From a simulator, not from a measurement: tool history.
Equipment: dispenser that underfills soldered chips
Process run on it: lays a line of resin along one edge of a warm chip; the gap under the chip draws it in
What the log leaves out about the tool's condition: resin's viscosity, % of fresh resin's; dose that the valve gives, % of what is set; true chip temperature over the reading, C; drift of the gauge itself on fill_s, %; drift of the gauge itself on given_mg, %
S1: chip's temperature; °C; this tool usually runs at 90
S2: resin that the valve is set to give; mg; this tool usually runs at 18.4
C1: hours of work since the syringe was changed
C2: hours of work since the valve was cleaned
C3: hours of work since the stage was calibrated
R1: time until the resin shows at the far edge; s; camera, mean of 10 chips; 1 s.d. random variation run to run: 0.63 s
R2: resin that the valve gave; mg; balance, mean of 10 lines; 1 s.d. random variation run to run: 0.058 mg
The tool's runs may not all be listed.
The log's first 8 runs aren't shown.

At day 3.696: new syringe of resin.
Run 9, day 3.875: usual settings but S2 19.1 mg; C1 3; C2 40; C3 282. Result: R1 63.5 s, R2 18.57 mg.
At day 4.258: new syringe of resin.
Run 10, day 4.521: usual settings but S2 19.1 mg; C1 4; C2 50; C3 292. Result: R1 66.9 s, R2 18.31 mg.
At day 4.825: new syringe of resin.
Run 11, day 5.254: usual settings but S1 104 °C; C1 7; C2 61; C3 303. Result: R1 42.1 s, R2 17.4 mg.
At day 5.333: stage's temperature calibrated.
At day 5.45: new syringe of resin.
Run 12, day 5.908: usual settings but S1 104 °C; C1 7; C2 70; C3 9. Result: R1 48.3 s, R2 17.3 mg.
At day 6.012: new syringe of resin.
At day 6.417: dispensing valve cleaned and set on the balance.
At day 6.617: new syringe of resin.
Run 13, day 6.692: usual settings but S1 104 °C; C1 1; C2 4; C3 20. Result: R1 31.9 s, R2 18.4 mg.
At day 7.221: new syringe of resin.
Run 14, day 7.225: usual settings but S1 104 °C; C1 0; C2 12; C3 28. Result: R1 30.9 s, R2 18.12 mg.
Run 15, day 7.675: usual settings but S1 84 °C; C1 7; C2 19; C3 35. Result: R1 114.3 s, R2 18.01 mg.
At day 7.8: new syringe of resin.
Run 16, day 8.021: usual settings but S1 84 °C; C1 3; C2 24; C3 40. Result: R1 91.3 s, R2 17.91 mg.
At day 8.404: new syringe of resin.
Run 17, day 8.758: usual settings but S1 84 °C; C1 5; C2 35; C3 51. Result: R1 101.4 s, R2 17.76 mg.
At day 8.979: new syringe of resin.
Run 18, day 9.225: usual settings but S1 98 °C, S2 18.5 mg; C1 4; C2 42; C3 58. Result: R1 49.4 s, R2 17.77 mg.
At day 9.575: new syringe of resin.
Run 19, day 9.95: usual settings but S1 98 °C, S2 18.5 mg; C1 6; C2 53; C3 69. Result: R1 55.3 s, R2 17.65 mg.
At day 10.154: new syringe of resin.
Run 20, day 10.304: usual settings but S1 78 °C, S2 17.8 mg; C1 2; C2 59; C3 74. Result: R1 112.8 s, R2 16.88 mg.
At day 10.746: new syringe of resin.
Run 21, day 10.8: usual settings but S1 76 °C, S2 17.1 mg; C1 1; C2 66; C3 82. Result: R1 118.1 s, R2 16.05 mg.
Run 22, day 11.288: usual settings but S1 76 °C, S2 17.1 mg; C1 8; C2 74; C3 89. Result: R1 187.7 s, R2 15.95 mg.
At day 11.338: new syringe of resin.
At day 11.567: dispensing valve cleaned and set on the balance.
Run 23, day 11.804: usual settings but S2 21.1 mg; C1 7; C2 4; C3 97. Result: R1 84.5 s, R2 21.11 mg.
At day 11.967: new syringe of resin.
Run 24, day 12.433: usual settings but S2 16.9 mg; C1 7; C2 13; C3 106. Result: R1 87.4 s, R2 16.71 mg.
At day 12.538: new syringe of resin.
Run 25, day 13.008: usual settings but S1 83 °C, S2 22.3 mg; C1 7; C2 22; C3 115. Result: R1 116.7 s, R2 21.94 mg.
At day 13.125: new syringe of resin.
Run 26, day 13.604: usual settings but S1 83 °C, S2 22.3 mg; C1 7; C2 31; C3 124. Result: R1 119.5 s, R2 21.78 mg.
At day 13.717: new syringe of resin.
Run 27, day 13.95: usual settings but S1 93 °C, S2 22.1 mg; C1 4; C2 36; C3 129. Result: R1 59.9 s, R2 21.44 mg.
At day 14.317: new syringe of resin.
Run 28, day 14.55: usual settings but S1 101 °C, S2 19.9 mg; C1 4; C2 45; C3 138. Result: R1 42.3 s, R2 19.19 mg.
At day 14.888: new syringe of resin.
Run 29, day 15.208: usual settings but S1 80 °C, S2 20.9 mg; C1 5; C2 55; C3 148. Result: R1 119.2 s, R2 19.95 mg.
At day 15.454: new syringe of resin.
Run 30, day 15.646: usual settings but S1 82 °C, S2 20.9 mg; C1 3; C2 62; C3 155. Result: R1 94.8 s, R2 19.82 mg.
At day 16.033: new syringe of resin.
Run 31, day 16.05: usual settings but S1 76 °C, S2 18.1 mg; C1 0; C2 68; C3 161. Result: R1 109.2 s, R2 17.02 mg.

Predict the results of run 32:
Run 32, day 16.396: usual settings but S1 76 °C, S2 18.1 mg; C1 6; C2 73; C3 166. Result: R1 ?, R2 ?.

Run 32 came out at R1 150.5 s, R2 17.02 mg.
Minus the tool's unlogged condition, the same run would have read R1 106.8 s, R2 18.12 mg.
